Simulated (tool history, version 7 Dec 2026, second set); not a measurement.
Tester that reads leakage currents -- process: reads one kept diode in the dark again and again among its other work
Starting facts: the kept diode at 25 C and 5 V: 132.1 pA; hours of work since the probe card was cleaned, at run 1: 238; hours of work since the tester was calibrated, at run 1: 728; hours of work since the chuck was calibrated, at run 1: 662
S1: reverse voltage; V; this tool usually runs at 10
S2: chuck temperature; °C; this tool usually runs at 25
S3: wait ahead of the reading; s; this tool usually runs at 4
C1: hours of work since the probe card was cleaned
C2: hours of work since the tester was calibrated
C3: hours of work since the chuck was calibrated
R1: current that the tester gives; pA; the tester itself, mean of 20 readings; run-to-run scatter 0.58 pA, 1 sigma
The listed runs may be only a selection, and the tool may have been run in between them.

Run 1, day 0: usual settings; C1 238; C2 728; C3 662. Result: R1 202.39 pA.
Run 2, day 1.796: usual settings; C1 263; C2 752; C3 686. Result: R1 203.36 pA.
Run 3, day 4.233: usual settings; C1 295; C2 785; C3 719. Result: R1 204.02 pA.
Run 4, day 5.938: usual settings; C1 318; C2 808; C3 742. Result: R1 204.36 pA.
Run 5, day 7.642: usual settings but S3 0.6 s; C1 341; C2 831; C3 765. Result: R1 208.13 pA.
Run 6, day 8.862: usual settings but S3 0.6 s; C1 358; C2 847; C3 781. Result: R1 207.8 pA.
Run 7, day 11.154: usual settings but S3 0.6 s; C1 388; C2 878; C3 812. Result: R1 207.79 pA.
Run 8, day 12.929: usual settings but S1 2.2 V; C1 412; C2 902; C3 836. Result: R1 90.48 pA.
Run 9, day 15.658: usual settings but S1 2.2 V; C1 449; C2 939; C3 873. Result: R1 91.08 pA.
Run 10, day 17.833: usual settings but S3 1.45 s; C1 478; C2 968; C3 902. Result: R1 208.32 pA.
Run 11, day 20.05: usual settings but S3 1.45 s; C1 508; C2 998; C3 932. Result: R1 209.75 pA.
At day 20.404: probe card cleaned and baked.
Run 12, day 22.6: usual settings but S3 1.45 s; C1 30; C2 1030; C3 964. Result: R1 212.22 pA.
Run 13, day 24.392: usual settings but S3 1.45 s; C1 54; C2 1054; C3 988. Result: R1 212.07 pA.
Run 14, day 26.629: usual settings but S3 1.45 s; C1 84; C2 1084; C3 1018. Result: R1 213.15 pA.
Run 15, day 27.846: usual settings but S2 27 °C; C1 100; C2 1101; C3 1035. Result: R1 255.63 pA.
At day 28.646: probe card cleaned and baked, once more.
Run 16, day 29.633: usual settings but S1 8.8 V; C1 13; C2 1123; C3 1057. Result: R1 193.12 pA.
Run 17, day 31.675: usual settings but S1 8.8 V; C1 41; C2 1151; C3 1085. Result: R1 194.1 pA.
Run 18, day 33.138: usual settings but S1 19.7 V, S2 29 °C, S3 0.92 s; C1 60; C2 1170; C3 1104. Result: R1 442.61 pA.
Run 19, day 35.267: usual settings but S1 1 V, S2 32 °C, S3 0.58 s; C1 89; C2 1199; C3 1133. Result: R1 116.93 pA.
Run 20, day 37.454: usual settings but S1 16.1 V, S2 32 °C, S3 2.6 s; C1 118; C2 1228; C3 1162. Result: R1 523.18 pA.
Run 21, day 39.154: usual settings but S1 4.3 V, S3 1.18 s; C1 141; C2 1251; C3 1185. Result: R1 132.44 pA.

Each row is a separate what-if for the run after 21, all from the same tool condition, not one after another. Results?
Run A, day 40.854: usual settings but S1 4.3 V, S2 23 °C, S3 4.06 s; C1 164; C2 1274; C3 1208. Result: R1 ?.
Run B, day 40.854: usual settings but S1 1.1 V, S2 45 °C, S3 0.5 s; C1 164; C2 1274; C3 1208. Result: R1 ?.
Run C, day 40.854: usual settings but S1 7.1 V, S3 1.18 s; C1 164; C2 1274; C3 1208. Result: R1 ?.
Run D, day 40.854: usual settings but S1 4.3 V, S2 58 °C, S3 1.18 s; C1 164; C2 1274; C3 1208. Result: R1 ?.
Run E, day 40.854: usual settings but S1 1.2 V, S2 29 °C, S3 1.18 s; C1 164; C2 1274; C3 1208. Result: R1 ?.

run       R1
  A   108.96
  B   391.23
  C   174.59
  D  2351.58
  E     98.4
Stripped of hidden state, with their random variation kept, the same runs would have yielded:
run       R1
  A    99.69
  B   363.99
  C   160.01
  D  2201.94
  E    90.64
